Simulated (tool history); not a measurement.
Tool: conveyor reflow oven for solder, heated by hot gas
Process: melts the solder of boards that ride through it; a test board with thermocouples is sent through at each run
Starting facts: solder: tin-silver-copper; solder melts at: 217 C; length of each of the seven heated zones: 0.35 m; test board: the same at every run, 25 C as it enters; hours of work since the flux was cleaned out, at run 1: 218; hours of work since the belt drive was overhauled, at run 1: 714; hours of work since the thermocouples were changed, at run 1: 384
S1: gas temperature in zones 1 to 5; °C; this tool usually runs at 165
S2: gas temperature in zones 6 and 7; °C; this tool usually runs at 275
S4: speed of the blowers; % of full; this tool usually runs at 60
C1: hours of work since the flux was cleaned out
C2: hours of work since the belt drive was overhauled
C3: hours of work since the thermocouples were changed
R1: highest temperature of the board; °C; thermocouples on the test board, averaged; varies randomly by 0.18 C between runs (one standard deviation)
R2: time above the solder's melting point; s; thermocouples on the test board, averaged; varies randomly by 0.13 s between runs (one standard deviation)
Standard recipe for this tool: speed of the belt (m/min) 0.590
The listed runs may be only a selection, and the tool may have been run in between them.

{"run": 1, "hour": 0.0, "S1": 165, "S2": 275, "speed of the belt (m/min)": 0.59, "S4": 60, "C1": 218, "C2": 714, "C3": 384, "R1": 258.3, "R2": 54.8}
{"run": 2, "hour": 64.1, "S1": 165, "S2": 275, "speed of the belt (m/min)": 0.59, "S4": 60, "C1": 257, "C2": 754, "C3": 423, "R1": 258.0, "R2": 54.7}
{"hour": 98.2, "done": "flux residue cleaned out of gas plates and filters"}
{"run": 3, "hour": 109.7, "S1": 165, "S2": 275, "speed of the belt (m/min)": 0.59, "S4": 60, "C1": 7, "C2": 779, "C3": 448, "R1": 260.3, "R2": 55.9}
{"run": 4, "hour": 146.2, "S1": 165, "S2": 275, "speed of the belt (m/min)": 0.621, "S4": 60, "C1": 29, "C2": 801, "C3": 470, "R1": 258.4, "R2": 52.1}
{"run": 5, "hour": 174.5, "S1": 165, "S2": 275, "speed of the belt (m/min)": 0.621, "S4": 60, "C1": 47, "C2": 819, "C3": 488, "R1": 258.3, "R2": 52.1}
{"run": 6, "hour": 211.1, "S1": 165, "S2": 275, "speed of the belt (m/min)": 0.621, "S4": 60, "C1": 69, "C2": 841, "C3": 510, "R1": 258.0, "R2": 52.2}
{"run": 7, "hour": 276.7, "S1": 165, "S2": 275, "speed of the belt (m/min)": 0.621, "S4": 60, "C1": 110, "C2": 881, "C3": 550, "R1": 257.7, "R2": 51.8}
{"run": 8, "hour": 333.6, "S1": 165, "S2": 281, "speed of the belt (m/min)": 0.59, "S4": 85, "C1": 145, "C2": 916, "C3": 585, "R1": 270.3, "R2": 61.7}
{"hour": 345.4, "done": "belt drive overhauled, speed set with a stopwatch"}
{"run": 9, "hour": 392.0, "S1": 165, "S2": 282, "speed of the belt (m/min)": 0.59, "S4": 58, "C1": 178, "C2": 29, "C3": 619, "R1": 264.8, "R2": 58.0}
{"run": 10, "hour": 421.0, "S1": 166, "S2": 270, "speed of the belt (m/min)": 0.554, "S4": 58, "C1": 196, "C2": 46, "C3": 637, "R1": 256.0, "R2": 57.3}
{"run": 11, "hour": 462.3, "S1": 165, "S2": 275, "speed of the belt (m/min)": 0.671, "S4": 65, "C1": 221, "C2": 72, "C3": 662, "R1": 255.0, "R2": 45.2}
{"run": 12, "hour": 490.8, "S1": 180, "S2": 282, "speed of the belt (m/min)": 0.59, "S4": 60, "C1": 239, "C2": 89, "C3": 680, "R1": 267.8, "R2": 64.0}

Each row is a separate what-if for the run after 12, all from the same tool condition, not one after another. Results?
{"hour": 517.7, "done": "thermocouples of zones 6 and 7 changed"}
{"run": "A", "hour": 523.1, "S1": 173, "S2": 286, "speed of the belt (m/min)": 0.59, "S4": 78, "C1": 257, "C2": 108, "C3": 3, "R1": "?", "R2": "?"}
{"hour": 517.7, "done": "thermocouples of zones 6 and 7 changed"}
{"run": "B", "hour": 523.1, "S1": 165, "S2": 275, "speed of the belt (m/min)": 0.474, "S4": 60, "C1": 257, "C2": 108, "C3": 3, "R1": "?", "R2": "?"}
{"hour": 517.7, "done": "thermocouples of zones 6 and 7 changed"}
{"run": "C", "hour": 523.1, "S1": 165, "S2": 265, "speed of the belt (m/min)": 0.59, "S4": 60, "C1": 257, "C2": 108, "C3": 3, "R1": "?", "R2": "?"}
{"hour": 517.7, "done": "thermocouples of zones 6 and 7 changed"}
{"run": "D", "hour": 523.1, "S1": 162, "S2": 275, "speed of the belt (m/min)": 0.59, "S4": 60, "C1": 257, "C2": 108, "C3": 3, "R1": "?", "R2": "?"}
{"hour": 517.7, "done": "thermocouples of zones 6 and 7 changed"}
{"run": "E", "hour": 523.1, "S1": 180, "S2": 264, "speed of the belt (m/min)": 0.59, "S4": 78, "C1": 257, "C2": 108, "C3": 3, "R1": "?", "R2": "?"}

run=A R1=271.9 R2=63.7
run=B R1=263.7 R2=73.2
run=C R1=247.5 R2=47.2
run=D R1=256.1 R2=52.1
run=E R1=252.6 R2=56.7
With no hidden state in the tool, these same runs would have given:
run=A R1=274.2 R2=64.6
run=B R1=265.3 R2=74.4
run=C R1=249.6 R2=49.3
run=D R1=258.4 R2=53.8
run=E R1=254.5 R2=58.2
